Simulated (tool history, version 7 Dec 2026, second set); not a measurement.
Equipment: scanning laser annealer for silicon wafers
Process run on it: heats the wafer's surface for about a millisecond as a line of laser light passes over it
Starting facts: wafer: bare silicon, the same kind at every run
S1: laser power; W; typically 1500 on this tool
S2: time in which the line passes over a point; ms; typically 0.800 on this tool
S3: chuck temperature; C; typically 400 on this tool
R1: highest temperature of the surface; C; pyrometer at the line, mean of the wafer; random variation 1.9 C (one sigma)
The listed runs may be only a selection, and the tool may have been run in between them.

run   hour    S1     S2   S3    R1
  1    0.0  1500  0.800  400  1230
  2    9.3  1500  0.800  400  1232
  3   20.3  1500  0.800  400  1230
  4   32.5  1500  0.800  400  1234
  5   44.2  1500  0.800  400  1232
  6   50.4  1500  0.800  369  1200
  7   61.6  1562  0.800  400  1263
  8   73.8  1500  0.800  406  1238
  9   84.5  1500  0.800  406  1239
 10   98.4  1500  0.800  406  1238
 11  109.4  1500  0.800  406  1235
 12  118.5  1500  0.800  406  1232
 13  124.8  1500  0.800  406  1236
 14  139.3  1500  0.800  372  1203
 15  154.3  1500  0.800  372  1205
 16  162.6  1500  0.832  400  1246
 17  177.5  1500  0.832  400  1247
 18  191.6  1500  0.832  400  1247
 19  198.1  1500  0.839  400  1252
 20  209.6  1500  0.839  400  1251
 21  223.9  1500  0.800  400  1232
 22  231.2  1616  0.606  418  1184
 23  246.3  1616  0.606  418  1179
 24  260.6  1287  0.942  405  1194
 25  267.8  1306  0.942  389  1187
 26  281.3  1306  0.942  389  1187
 27  289.4  1345  0.800  400  1151
 28  302.1  1561  0.800  368  1227
 29  308.5  1612  0.956  407  1387
 30  319.5  1349  0.594  400  1037
 31  332.5  1325  0.800  379  1121
 32  341.9  1421  0.621  379  1064
 33  351.4  1500  0.698  423  1191
 34  361.7  1500  0.698  423  1192
 35  374.9  1448  0.800  392  1197
 36  385.6  1500  0.800  413  1240
 37  398.6  1500  0.800  413  1239
 38  407.9  1277  0.707  429  1099

Predict the results of run 39:
 39  416.5  1277  0.707  429   ?

Run 39 gave R1 1097 C.
If the tool had no hidden condition, the same run with the same run-to-run variation would have returned R1 1098 C.

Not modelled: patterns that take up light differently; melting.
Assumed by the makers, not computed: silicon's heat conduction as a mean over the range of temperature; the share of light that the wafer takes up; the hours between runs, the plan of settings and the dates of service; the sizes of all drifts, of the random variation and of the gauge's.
